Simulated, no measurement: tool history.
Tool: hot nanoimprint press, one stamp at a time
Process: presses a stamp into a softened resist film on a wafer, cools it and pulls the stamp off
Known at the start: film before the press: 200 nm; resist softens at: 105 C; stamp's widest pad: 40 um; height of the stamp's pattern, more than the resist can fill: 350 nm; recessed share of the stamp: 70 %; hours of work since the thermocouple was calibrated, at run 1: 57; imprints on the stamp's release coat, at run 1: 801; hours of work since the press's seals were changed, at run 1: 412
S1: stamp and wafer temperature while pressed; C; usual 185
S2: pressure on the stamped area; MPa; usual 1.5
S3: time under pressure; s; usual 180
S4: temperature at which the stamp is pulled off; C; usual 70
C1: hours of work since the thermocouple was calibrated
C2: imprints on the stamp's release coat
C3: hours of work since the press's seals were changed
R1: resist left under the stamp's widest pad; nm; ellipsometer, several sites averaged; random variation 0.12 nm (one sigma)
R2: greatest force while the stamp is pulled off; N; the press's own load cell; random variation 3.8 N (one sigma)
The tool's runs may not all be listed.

run 1 hour=0 | S1=185 S2=1.5 S3=180 S4=70 | C1=57 C2=801 C3=412 | R1=107.9 R2=228
run 2 hour=18.4 | S1=185 S2=1.5 S3=109 S4=70 | C1=68 C2=857 C3=423 | R1=125.1 R2=227
run 3 hour=35.5 | S1=185 S2=1.5 S3=180 S4=70 | C1=79 C2=909 C3=434 | R1=107.6 R2=221
run 4 hour=43.1 | S1=180 S2=1.5 S3=180 S4=70 | C1=84 C2=932 C3=438 | R1=121.2 R2=222
run 5 hour=58.5 | S1=181 S2=1.5 S3=180 S4=70 | C1=93 C2=979 C3=448 | R1=118.3 R2=224
run 6 hour=71 | S1=181 S2=1.5 S3=180 S4=70 | C1=101 C2=1016 C3=456 | R1=118.2 R2=223
run 7 hour=79.3 | S1=181 S2=1.5 S3=180 S4=70 | C1=106 C2=1042 C3=461 | R1=118.1 R2=226
run 8 hour=95.2 | S1=185 S2=1.5 S3=180 S4=70 | C1=116 C2=1090 C3=470 | R1=107.2 R2=224
run 9 hour=103.7 | S1=185 S2=1.5 S3=239 S4=70 | C1=121 C2=1115 C3=476 | R1=97.6 R2=229
run 10 hour=113.3 | S1=185 S2=1.5 S3=239 S4=70 | C1=127 C2=1145 C3=481 | R1=97.6 R2=220
run 11 hour=122.8 | S1=185 S2=1.33 S3=180 S4=70 | C1=132 C2=1173 C3=487 | R1=112.8 R2=219
-- hour=133.4 stamp cleaned and given a new release coat
run 12 hour=143.2 | S1=186 S2=1.33 S3=180 S4=70 | C1=141 C2=30 C3=496 | R1=110.2 R2=221
run 13 hour=157.1 | S1=185 S2=1.5 S3=180 S4=70 | C1=150 C2=72 C3=505 | R1=106.6 R2=219
run 14 hour=171.6 | S1=185 S2=1.5 S3=180 S4=70 | C1=159 C2=116 C3=514 | R1=106.5 R2=226
run 15 hour=186.1 | S1=183 S2=1.5 S3=180 S4=70 | C1=168 C2=160 C3=522 | R1=111.6 R2=226
run 16 hour=197.1 | S1=183 S2=2.06 S3=180 S4=70 | C1=174 C2=193 C3=529 | R1=96 R2=227
run 17 hour=215 | S1=186 S2=1.77 S3=198 S4=70 | C1=185 C2=247 C3=540 | R1=92.5 R2=218
run 18 hour=228.4 | S1=186 S2=1.09 S3=198 S4=70 | C1=193 C2=288 C3=548 | R1=116.1 R2=227
run 19 hour=238.1 | S1=185 S2=1.09 S3=180 S4=70 | C1=199 C2=317 C3=554 | R1=121.7 R2=224
run 20 hour=253.3 | S1=185 S2=1.09 S3=180 S4=70 | C1=209 C2=363 C3=564 | R1=121.6 R2=223
run 21 hour=263.5 | S1=178 S2=1.5 S3=356 S4=70 | C1=215 C2=394 C3=570 | R1=101.6 R2=221
run 22 hour=272.3 | S1=178 S2=1.5 S3=356 S4=70 | C1=220 C2=421 C3=575 | R1=101.7 R2=224
run 23 hour=280.7 | S1=178 S2=1.5 S3=356 S4=70 | C1=226 C2=446 C3=580 | R1=101.8 R2=223
-- hour=294.7 gauge calibrated
run 24 hour=297.2 | S1=178 S2=1.5 S3=356 S4=70 | C1=236 C2=496 C3=591 | R1=104.2 R2=233
run 25 hour=313.6 | S1=185 S2=1.52 S3=125 S4=71 | C1=246 C2=546 C3=601 | R1=119.5 R2=222
run 26 hour=329 | S1=185 S2=1.5 S3=180 S4=73 | C1=255 C2=593 C3=610 | R1=107.7 R2=214
run 27 hour=342.1 | S1=185 S2=1.5 S3=180 S4=73 | C1=263 C2=632 C3=618 | R1=107.5 R2=213

Forecast each of these 5 alternatives for the next run:
run A hour=358.2 | S1=185 S2=2.32 S3=180 S4=66 | C1=273 C2=681 C3=628 | R1=? R2=?
run B hour=358.2 | S1=185 S2=1.5 S3=186 S4=70 | C1=273 C2=681 C3=628 | R1=? R2=?
run C hour=358.2 | S1=185 S2=1.24 S3=180 S4=58 | C1=273 C2=681 C3=628 | R1=? R2=?
run D hour=358.2 | S1=185 S2=2.29 S3=223 S4=73 | C1=273 C2=681 C3=628 | R1=? R2=?
run E hour=358.2 | S1=173 S2=1.5 S3=117 S4=73 | C1=273 C2=681 C3=628 | R1=? R2=?

run=A R1=86.4 R2=238
run=B R1=106.5 R2=227
run=C R1=117.1 R2=260
run=D R1=80.5 R2=209
run=E R1=155.2 R2=212
Without the tool's hidden state the same runs would have given:
run=A R1=86.8 R2=238
run=B R1=107.1 R2=227
run=C R1=117.7 R2=259
run=D R1=80.9 R2=209
run=E R1=156 R2=211

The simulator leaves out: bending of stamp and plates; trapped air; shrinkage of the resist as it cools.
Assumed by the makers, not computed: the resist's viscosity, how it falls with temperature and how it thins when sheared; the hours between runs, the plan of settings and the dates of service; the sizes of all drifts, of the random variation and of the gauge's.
